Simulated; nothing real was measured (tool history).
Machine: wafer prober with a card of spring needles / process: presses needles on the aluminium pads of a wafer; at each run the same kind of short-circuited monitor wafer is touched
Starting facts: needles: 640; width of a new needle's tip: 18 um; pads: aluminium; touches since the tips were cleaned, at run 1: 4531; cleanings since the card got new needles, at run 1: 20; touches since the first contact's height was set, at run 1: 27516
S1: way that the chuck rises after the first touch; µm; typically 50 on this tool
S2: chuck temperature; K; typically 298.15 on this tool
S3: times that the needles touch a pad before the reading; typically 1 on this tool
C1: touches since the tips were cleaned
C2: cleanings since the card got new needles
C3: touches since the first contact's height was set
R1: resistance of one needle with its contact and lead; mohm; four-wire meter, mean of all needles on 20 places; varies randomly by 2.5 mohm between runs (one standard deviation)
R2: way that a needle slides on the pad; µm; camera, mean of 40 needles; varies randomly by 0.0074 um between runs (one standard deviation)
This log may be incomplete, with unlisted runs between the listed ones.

run,day,S1,S2,S3,C1,C2,C3,R1,R2
1,0,50,298.15,1,4531,20,27516,288,6.973
# day 0.429: tips cleaned on abrasive film
2,1.221,50,298.15,1,5770,21,36408,280,6.974
# day 1.479: tips cleaned on abrasive film
# day 2.479: tips cleaned on abrasive film
3,2.771,59,298.15,1,2109,23,47675,278,8.235
# day 3.504: tips cleaned on abrasive film
4,4.162,50,323.15,1,4807,24,57828,294,6.978
# day 4.496: tips cleaned on abrasive film
5,5.046,50,323.15,1,4026,25,64263,291,6.976
# day 5.488: tips cleaned on abrasive film
# day 5.908: height of the first contact set anew
6,6.108,50,323.15,1,4463,26,1476,288,6.967
# day 6.492: tips cleaned on abrasive film
7,7.338,50,324.15,1,6194,27,10439,292,6.986
# day 7.462: tips cleaned on abrasive film
# day 8.525: tips cleaned on abrasive film
8,9.054,50,324.15,1,3882,29,22921,291,6.97
# day 9.638: tips cleaned on abrasive film
9,10.588,50,324.15,1,6950,30,34097,291,6.972
# day 10.671: tips cleaned on abrasive film
10,11.383,43,298.15,1,5220,31,39892,288,5.997
# day 11.662: tips cleaned on abrasive film
# day 12.704: tips cleaned on abrasive film
11,13,43,298.15,1,2168,33,51651,287,5.992
# day 13.692: tips cleaned on abrasive film
12,14.292,43,298.15,1,4394,34,61070,282,5.996
# day 14.704: tips cleaned on abrasive film
# day 15.667: height of the first contact set anew
# day 15.792: tips cleaned on abrasive film
13,15.942,43,298.15,1,1086,36,1971,283,5.993
# day 16.808: tips cleaned on abrasive film
14,17.075,41,298.15,1,1950,37,10234,290,5.715
# day 17.796: tips cleaned on abrasive film
15,17.929,41,298.15,1,995,38,16468,285,5.713
# day 18.833: tips cleaned on abrasive film
16,19.371,41,298.15,1,3932,39,26971,288,5.713
# day 19.842: tips cleaned on abrasive film
# day 20.833: tips cleaned on abrasive film
17,20.958,59,358.15,2,913,41,38526,300,8.231
# day 21.904: tips cleaned on abrasive film
18,22.004,31,350.15,1,736,42,46138,309,4.312
# day 22.912: tips cleaned on abrasive film
19,23.467,50,321.15,1,4072,43,56803,292,6.961
# day 23.929: tips cleaned on abrasive film
# day 24.946: tips cleaned on abrasive film
20,25.062,69,315.15,1,858,45,68396,280,9.624
# day 25.338: height of the first contact set anew
# day 25.929: tips cleaned on abrasive film
21,26.712,68,356.15,2,5701,46,10009,290,9.473
# day 26.95: tips cleaned on abrasive film
# day 27.946: tips cleaned on abrasive film
22,28.412,64,303.15,1,3398,48,22389,278,8.928
# day 29.021: tips cleaned on abrasive film
# day 30.012: tips cleaned on abrasive film
23,30.179,50,307.15,1,1213,50,35240,285,6.994
# day 31.088: tips cleaned on abrasive film
24,31.475,33,351.15,1,2814,51,44689,309,4.602
# day 32.088: tips cleaned on abrasive film
25,32.738,60,367.15,2,4740,52,53894,298,8.351
# day 33.117: tips cleaned on abrasive film
26,33.942,60,367.15,2,6034,53,62688,301,8.375

Each row is a separate what-if for the run after 26, all from the same tool condition, not one after another. Results?
# day 34.183: tips cleaned on abrasive film
# day 35.071: height of the first contact set anew
# day 35.262: tips cleaned on abrasive film
A,35.317,50,375.15,1,395,55,1764,?,?
# day 34.183: tips cleaned on abrasive film
# day 35.071: height of the first contact set anew
# day 35.262: tips cleaned on abrasive film
B,35.317,50,367.15,1,395,55,1764,?,?
# day 34.183: tips cleaned on abrasive film
# day 35.071: height of the first contact set anew
# day 35.262: tips cleaned on abrasive film
C,35.317,31,367.15,1,395,55,1764,?,?
# day 34.183: tips cleaned on abrasive film
# day 35.071: height of the first contact set anew
# day 35.262: tips cleaned on abrasive film
D,35.317,45,367.15,2,395,55,1764,?,?

run,R1,R2
A,307,6.981
B,306,6.971
C,320,4.327
D,305,6.272
Without the tool's unlogged condition, the same runs would have read:
run,R1,R2
A,307,6.982
B,306,6.971
C,319,4.327
D,305,6.272
